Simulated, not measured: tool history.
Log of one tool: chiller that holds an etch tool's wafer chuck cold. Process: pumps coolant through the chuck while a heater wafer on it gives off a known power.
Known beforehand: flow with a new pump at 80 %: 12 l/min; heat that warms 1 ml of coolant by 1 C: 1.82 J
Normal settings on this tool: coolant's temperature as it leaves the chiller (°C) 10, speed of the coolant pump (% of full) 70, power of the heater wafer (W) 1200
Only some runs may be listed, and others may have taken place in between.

run    hour  coolant's temperature as it leaves the chiller (°C)  speed of the coolant pump (% of full)  power of the heater wafer (W)  chuck's temperature once it has settled (°C)  how much warmer the coolant comes back (C)
  1       0                                                   10                                     70                           1200                                          21.7                                        4.12
  2   120.4                                                   10                                     70                           1200                                          21.7                                        4.05
  3     297                                                   10                                     70                           1200                                          22.1                                        4.09
  4   442.8                                                   10                                     71                           1200                                          21.9                                        4.08
  5   553.8                                                   10                                     71                           1200                                          22.1                                        4.08
  6   645.6                                                   10                                     99                           1200                                          19.6                                        2.95
        691  -- chiller's thermometer calibrated
  7     801                                                   10                                     70                           1033                                          20.7                                        3.51
  8   893.1                                                   10                                     70                           1200                                          22.3                                        4.17
  9  1012.9                                                   10                                     70                           1200                                          22.5                                         4.1
 10  1150.1                                                   10                                     70                           1200                                          22.5                                        4.18
 11  1238.8                                                   10                                     70                           1200                                          22.6                                        4.16
 12  1346.7                                                   10                                     70                           1200                                          22.5                                        4.16
 13  1438.6                                                   10                                     73                           1200                                          22.3                                        3.98
 14  1552.3                                                   16                                     62                           1091                                          28.4                                        4.31
     1698.1  -- chiller's thermometer calibrated, once more
 15  1759.8                                                   16                                     62                           1091                                          27.8                                        4.29
 16  1883.9                                                   13                                     73                           1453                                          27.2                                        4.88
 17    2057                                                   13                                     64                           1453                                          28.6                                        5.63
 18  2226.1                                                   13                                     64                           1453                                          28.7                                        5.67
 19  2331.9                                                    1                                     64                           1060                                          12.4                                        4.19
 20  2536.9                                                    1                                     95                           1758                                          15.8                                        4.65
 21  2675.7                                                    1                                     95                           1758                                          15.9                                        4.63
 22  2880.7                                                   10                                     63                           1053                                          21.6                                        4.23
 23  2971.6                                                   10                                     63                           1053                                          21.7                                        4.17
 24  3102.4                                                   10                                     85                           1053                                          19.7                                        3.09
 25  3280.4                                                    8                                     70                            678                                          15.2                                        2.46

What if the next run were any one of these 4? Each begins from the tool's condition after run 25:
  A  3402.4                                                   18                                     70                           1200                                             ?                                           ?
  B  3402.4                                                   17                                     88                           1456                                             ?                                           ?
  C  3402.4                                                   17                                     70                            747                                             ?                                           ?
  D  3402.4                                                    7                                     71                            683                                             ?                                           ?

run  chuck's temperature once it has settled (°C)  how much warmer the coolant comes back (C)
  A                                          31.1                                         4.3
  B                                          30.5                                         4.2
  C                                          25.2                                        2.73
  D                                          14.4                                        2.39
The same runs, with their run-to-run variation unchanged, on a tool lacking any hidden condition would have given:
run  chuck's temperature once it has settled (°C)  how much warmer the coolant comes back (C)
  A                                          28.9                                        3.72
  B                                          28.2                                        3.64
  C                                          23.7                                        2.36
  D                                          13.1                                        2.06

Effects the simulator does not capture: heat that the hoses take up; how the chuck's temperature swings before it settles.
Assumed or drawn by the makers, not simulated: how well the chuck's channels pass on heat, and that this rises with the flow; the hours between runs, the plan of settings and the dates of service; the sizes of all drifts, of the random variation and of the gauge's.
